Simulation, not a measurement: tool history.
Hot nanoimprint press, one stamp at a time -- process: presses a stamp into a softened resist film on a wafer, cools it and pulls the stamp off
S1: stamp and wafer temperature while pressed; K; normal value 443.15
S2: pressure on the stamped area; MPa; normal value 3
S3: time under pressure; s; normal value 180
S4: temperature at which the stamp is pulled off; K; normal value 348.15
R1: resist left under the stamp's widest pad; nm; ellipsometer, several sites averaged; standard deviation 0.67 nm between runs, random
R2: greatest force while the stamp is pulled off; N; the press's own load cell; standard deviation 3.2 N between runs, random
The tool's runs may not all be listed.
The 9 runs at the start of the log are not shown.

run 10 hour=90.1 | S1=443.15 S2=3.6 S3=180 S4=348.15 | R1=115.8 R2=250
-- hour=94.2 plate thermocouple calibrated
run 11 hour=100.9 | S1=443.15 S2=3.6 S3=180 S4=348.15 | R1=116.2 R2=252
run 12 hour=108.3 | S1=443.15 S2=3 S3=180 S4=348.15 | R1=125.1 R2=256
run 13 hour=119 | S1=443.15 S2=3 S3=180 S4=348.15 | R1=125.7 R2=267
run 14 hour=127.5 | S1=443.15 S2=3 S3=180 S4=348.15 | R1=126.2 R2=259
run 15 hour=133.9 | S1=443.15 S2=3 S3=180 S4=348.15 | R1=125.6 R2=265
-- hour=141.8 plate thermocouple calibrated, once more
run 16 hour=144.2 | S1=450.15 S2=3 S3=180 S4=348.15 | R1=85.9 R2=266
run 17 hour=155.1 | S1=450.15 S2=3 S3=180 S4=348.15 | R1=85.3 R2=261
run 18 hour=167.7 | S1=450.15 S2=3 S3=180 S4=340.15 | R1=84.7 R2=289
run 19 hour=176.2 | S1=436.15 S2=3.38 S3=93 S4=355.15 | R1=183 R2=241
run 20 hour=185.7 | S1=443.15 S2=3.97 S3=180 S4=347.15 | R1=103.2 R2=273
run 21 hour=199.8 | S1=435.15 S2=3.32 S3=180 S4=343.15 | R1=157.7 R2=287
-- hour=211.6 stamp cleaned and given a new release coat
run 22 hour=215.6 | S1=452.15 S2=2.68 S3=135 S4=348.15 | R1=93.9 R2=156
run 23 hour=228.3 | S1=442.15 S2=1.85 S3=145 S4=354.15 | R1=156.4 R2=148
run 24 hour=242.2 | S1=454.15 S2=2.28 S3=180 S4=345.15 | R1=83.2 R2=163
run 25 hour=254.4 | S1=454.15 S2=2.28 S3=180 S4=345.15 | R1=81.9 R2=162
run 26 hour=261.3 | S1=454.15 S2=2.28 S3=180 S4=345.15 | R1=83.1 R2=172
run 27 hour=274.4 | S1=454.15 S2=1.89 S3=180 S4=342.15 | R1=90.2 R2=172
run 28 hour=281.6 | S1=454.15 S2=3.55 S3=180 S4=338.15 | R1=66.9 R2=187
run 29 hour=293.7 | S1=454.15 S2=1.91 S3=180 S4=338.15 | R1=89.4 R2=190
run 30 hour=305.8 | S1=454.15 S2=1.91 S3=180 S4=338.15 | R1=88.9 R2=195
run 31 hour=315.4 | S1=448.15 S2=3.95 S3=158 S4=348.15 | R1=88 R2=169

Each row is a separate what-if for the run after 31, all from the same tool condition, not one after another. Results?
run A hour=327.3 | S1=443.15 S2=2.6 S3=180 S4=348.15 | R1=? R2=?
run B hour=327.3 | S1=451.15 S2=3.95 S3=169 S4=348.15 | R1=? R2=?
run C hour=327.3 | S1=452.15 S2=3 S3=180 S4=350.15 | R1=? R2=?

run=A R1=124.5 R2=171
run=B R1=75.8 R2=178
run=C R1=79.3 R2=168
Take away the tool's hidden state, keep each run's random variation, and the runs would have read:
run=A R1=123.2 R2=149
run=B R1=74.6 R2=155
run=C R1=78.3 R2=147
